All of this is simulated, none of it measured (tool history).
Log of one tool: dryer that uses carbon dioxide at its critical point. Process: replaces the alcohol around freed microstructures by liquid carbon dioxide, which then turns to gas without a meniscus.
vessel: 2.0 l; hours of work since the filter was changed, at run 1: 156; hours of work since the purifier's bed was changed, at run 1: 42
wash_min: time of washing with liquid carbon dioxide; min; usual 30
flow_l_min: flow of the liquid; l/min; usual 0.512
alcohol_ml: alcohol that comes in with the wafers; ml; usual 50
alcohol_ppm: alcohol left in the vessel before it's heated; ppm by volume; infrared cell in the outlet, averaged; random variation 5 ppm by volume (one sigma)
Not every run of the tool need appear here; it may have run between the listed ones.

| run | hour | wash_min | flow_l_min | alcohol_ml | hours of work since the filter was changed | hours of work since the purifier's bed was changed | alcohol_ppm |
|---|---|---|---|---|---|---|---|
| 1 | 0.0 | 30 | 0.512 | 50 | 156 | 42 | 32 |
| 2 | 8.3 | 30 | 0.512 | 50 | 163 | 48 | 29 |
| 3 | 18.1 | 30 | 0.512 | 50 | 170 | 56 | 30 |
| 4 | 23.3 | 48 | 0.512 | 50 | 174 | 60 | 17 |
| 5 | 31.5 | 48 | 0.512 | 50 | 181 | 66 | 15 |
| 6 | 40.9 | 32 | 0.512 | 50 | 188 | 73 | 17 |
| 7 | 50.2 | 32 | 0.512 | 50 | 195 | 80 | 33 |
| 8 | 59.6 | 22 | 0.512 | 50 | 202 | 87 | 159 |
| 9 | 64.0 | 30 | 0.512 | 106 | 205 | 91 | 57 |
| 10 | 72.3 | 30 | 0.512 | 106 | 212 | 97 | 61 |
| 11 | 77.8 | 19 | 0.512 | 106 | 216 | 101 | 626 |
| 12 | 87.9 | 30 | 0.364 | 50 | 224 | 109 | 196 |
| 13 | 96.4 | 30 | 0.512 | 50 | 230 | 116 | 54 |
| 14 | 104.7 | 30 | 0.512 | 70 | 237 | 122 | 53 |
| 15 | 113.3 | 30 | 0.512 | 24 | 243 | 129 | 45 |
| 16 | 123.2 | 30 | 0.512 | 24 | 251 | 136 | 43 |
| 17 | 130.6 | 29 | 0.512 | 50 | 257 | 142 | 58 |
| 18 | 135.7 | 30 | 0.512 | 50 | 261 | 146 | 51 |
| 19 | 140.9 | 30 | 0.512 | 50 | 264 | 150 | 60 |
| 20 | 149.8 | 30 | 0.331 | 50 | 271 | 157 | 299 |
| 21 | 156.8 | 30 | 0.512 | 50 | 277 | 162 | 59 |
| 22 | 163.5 | 19 | 0.512 | 50 | 282 | 167 | 338 |
| 23 | 170.3 | 19 | 0.512 | 50 | 287 | 172 | 348 |
| 24 | 175.0 | 19 | 0.512 | 50 | 291 | 176 | 343 |
| 25 | 181.9 | 19 | 0.778 | 35 | 296 | 181 | 60 |
| 26 | 187.1 | 39 | 0.809 | 31 | 300 | 185 | 45 |
| 27 | 194.6 | 47 | 0.410 | 29 | 306 | 191 | 49 |
| 28 | 198.7 | 47 | 0.410 | 29 | 309 | 194 | 42 |
| 29 | 206.0 | 30 | 0.512 | 65 | 314 | 200 | 74 |
| 30 | 210.5 | 44 | 0.512 | 50 | 318 | 203 | 42 |
| 31 | 218.5 | 37 | 0.465 | 31 | 324 | 209 | 53 |
| 32 | 228.3 | 30 | 0.465 | 31 | 332 | 217 | 79 |
| 33 | 234.3 | 26 | 0.374 | 31 | 336 | 222 | 241 |
| 34 | 241.4 | 45 | 0.342 | 55 | 342 | 227 | 79 |
| 35 | 248.9 | 45 | 0.342 | 55 | 347 | 233 | 71 |
| 36 | 253.2 | 21 | 0.754 | 35 | 351 | 236 | 62 |
| 37 | 262.5 | 21 | 0.754 | 35 | 358 | 243 | 68 |
| 38 | 268.6 | 21 | 0.754 | 35 | 363 | 248 | 72 |
| 39 | 276.9 | 18 | 0.512 | 42 | 369 | 254 | 392 |
| 40 | 284.8 | 33 | 0.512 | 103 | 375 | 260 | 82 |
| 41 | 291.7 | 27 | 0.512 | 103 | 380 | 266 | 175 |
| 42 | 297.4 | 27 | 0.512 | 112 | 385 | 270 | 183 |
| 43 | 304.1 | 27 | 0.512 | 112 | 390 | 275 | 176 |
| 44 | 313.7 | 27 | 0.512 | 112 | 397 | 282 | 173 |
| 45 | 322.6 | 29 | 0.532 | 100 | 404 | 289 | 110 |
| 46 | 326.8 | 23 | 0.795 | 59 | 407 | 293 | 70 |

5 ways to go on from here, each from the tool as it stands after run 46. What would each give?
| A | 333.0 | 20 | 0.794 | 50 | 412 | 297 | ? |
| B | 333.0 | 26 | 0.756 | 50 | 412 | 297 | ? |
| C | 333.0 | 23 | 0.327 | 27 | 412 | 297 | ? |
| D | 333.0 | 23 | 0.520 | 35 | 412 | 297 | ? |
| E | 333.0 | 23 | 0.846 | 25 | 412 | 297 | ? |

| run | alcohol_ppm |
|---|---|
| A | 91 |
| B | 61 |
| C | 521 |
| D | 151 |
| E | 62 |
Stripped of hidden state, with their random variation kept, the same runs would have yielded:
| run | alcohol_ppm |
|---|---|
| A | 21 |
| B | 5 |
| C | 323 |
| D | 55 |
| E | 3 |
